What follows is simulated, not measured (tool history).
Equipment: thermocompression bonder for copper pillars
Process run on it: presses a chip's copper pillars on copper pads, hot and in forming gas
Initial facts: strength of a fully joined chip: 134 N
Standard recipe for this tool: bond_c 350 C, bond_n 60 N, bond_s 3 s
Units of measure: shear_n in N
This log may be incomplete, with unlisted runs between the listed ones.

run    hour  bond_c  bond_n  bond_s  shear_n
  1       0     350      60       3       68
  2    55.2     350      60       3     67.5
       79.8  -- forming gas filter changed
  3   109.4     350      60       3     68.5
  4   145.8     350      60       3     67.8
  5   206.3     350      60       3     68.1
  6   263.3     351      60       3     68.3
      294.5  -- forming gas filter changed
  7   326.7     350      60       3     67.7
  8     396     350      60       3     67.9
  9   440.9     350      60       3     68.1
 10   499.7     350      60       3     67.5
      508.1  -- forming gas filter changed
 11   561.5     350      60       3     67.6
 12   608.2     351      60       3     67.5
 13   642.6     351      60       3     67.8
 14   708.9     350      60       3     67.9
      721.7  -- forming gas filter changed
 15   772.4     350      60       3     67.7
 16   833.4     350      60       3     68.3
 17   909.1     350      60       3     68.1
      937.5  -- forming gas filter changed
 18   983.8     350      60       3     66.9
 19  1058.9     350      60       3     68.4
 20  1123.4     350      60       3     67.5
     1156.5  -- forming gas filter changed
 21  1192.7     350      76       2     69.4
 22  1248.4     350      76       2     68.8
 23    1280     362      43       2     51.1
     1335.6  -- heater calibrated with a thermocouple chip
 24  1341.6     362      43       2     50.9
       1375  -- forming gas filter changed
 25  1405.1     373      60       8      102
 26  1462.8     338      43       2     40.9
 27  1503.7     350      68       3       73
 28    1541     337      68       8     89.4
     1592.3  -- forming gas filter changed
 29  1599.8     337      68       8       90
 30  1637.9     332      81       9     98.6
 31  1699.6     322      76       3     63.3
 32  1744.3     372      84       3     94.9
 33  1798.1     336      60       3     60.8
     1807.9  -- forming gas filter changed
 34  1855.7     340      60       2       54
 35    1904     350      60       3     67.4
 36  1961.2     371      48       2     58.8
 37  2006.1     338      87       6     94.9
     2023.9  -- forming gas filter changed
 38  2047.3     345      68       4     77.7
 39  2123.3     345      68       4     77.5

Alternative continuations, all from the tool just after run 39; predict every row:
  A  2181.9     345      42       4        ?
  B  2181.9     338      40       3        ?
  C  2181.9     366      79       2        ?

run  shear_n
  A     57.2
  B     46.2
  C     78.8
With the hidden condition removed and each run's random variation left untouched, the same runs would have given:
run  shear_n
  A     57.2
  B     46.2
  C     78.9

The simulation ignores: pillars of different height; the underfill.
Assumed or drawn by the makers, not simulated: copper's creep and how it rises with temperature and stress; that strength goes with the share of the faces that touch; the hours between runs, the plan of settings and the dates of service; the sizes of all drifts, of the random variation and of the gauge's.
